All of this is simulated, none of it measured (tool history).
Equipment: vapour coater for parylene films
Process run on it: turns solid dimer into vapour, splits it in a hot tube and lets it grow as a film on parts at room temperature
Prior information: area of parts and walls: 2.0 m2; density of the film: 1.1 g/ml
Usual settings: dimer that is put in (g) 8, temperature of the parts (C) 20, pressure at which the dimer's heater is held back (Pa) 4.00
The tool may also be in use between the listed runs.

run	hour	dimer that is put in (g)	temperature of the parts (C)	pressure at which the dimer's heater is held back (Pa)	thickness of the film (um)
1	0.0	8	20	4.00	2.904
2	53.3	8	20	4.00	2.910
3	120.1	8	20	4.00	2.911
4	194.9	8	20	4.00	2.902
5	244.7	8	20	4.00	2.904
6	311.2	11	20	4.00	4.011
7	372.9	11	20	4.00	3.991
8	408.1	11	20	4.00	3.999
9	484.7	8	20	4.00	2.913
10	516.0	8	20	4.00	2.899
11	583.8	8	20	4.00	2.887
12	633.9	8	20	4.00	2.917
13	710.2	8	21	4.00	2.825
14	752.5	8	21	4.00	2.851
15	807.9	4	20	4.00	1.454
16	882.3	4	20	4.00	1.455
17	925.9	4	16	4.00	1.567
# hour 942.0: trap's valve overhauled
18	973.0	4	16	4.00	1.584
19	1038.7	4	16	4.00	1.587
20	1078.3	4	16	4.00	1.584
21	1117.0	4	16	4.00	1.573
22	1185.5	4	16	4.00	1.574
23	1263.5	8	20	4.00	2.918
24	1324.1	8	20	4.00	2.912
25	1379.9	8	20	4.00	2.906
26	1419.8	12	24	4.00	4.022
27	1478.7	12	24	4.00	4.013
28	1524.0	12	24	4.00	4.016
29	1568.3	6	14	8.26	2.121
30	1609.0	3	18	9.08	0.958
31	1669.4	10	12	10.51	3.490
32	1741.5	10	12	10.51	3.501
33	1818.6	8	28	9.21	2.078
34	1879.7	14	22	9.90	4.021
35	1912.3	14	22	9.90	4.036
36	1963.2	13	12	8.68	4.726
37	2008.8	13	12	8.68	4.725
38	2041.7	8	17	5.36	2.892
39	2081.7	4	17	5.36	1.453
40	2114.5	4	17	5.36	1.448
41	2150.3	6	28	7.13	1.631
42	2224.6	3	20	4.35	1.071
43	2275.6	3	20	4.35	1.065
44	2325.4	8	12	2.60	3.560
45	2399.1	8	18	2.19	3.444
# hour 2408.6: trap's valve overhauled
46	2462.4	5	18	2.19	2.168
47	2520.4	11	18	2.19	4.751

Same runs, no hidden state in the tool, same run-to-run variation:
Hidden state present: vapour lost through the trap's worn valve, %; true temperature of the parts over the reading, C; drift of the gauge itself on film_um, %.
run	thickness of the film (um)
1	2.906
2	2.913
3	2.914
4	2.906
5	2.908
6	4.017
7	3.997
8	4.006
9	2.918
10	2.905
11	2.893
12	2.923
13	2.831
14	2.858
15	1.457
16	1.458
17	1.571
18	1.584
19	1.587
20	1.584
21	1.573
22	1.574
23	2.919
24	2.914
25	2.907
26	4.025
27	4.016
28	4.019
29	2.123
30	0.958
31	3.494
32	3.505
33	2.081
34	4.027
35	4.041
36	4.732
37	4.733
38	2.897
39	1.456
40	1.451
41	1.634
42	1.073
43	1.067
44	3.570
45	3.452
46	2.167
47	4.749
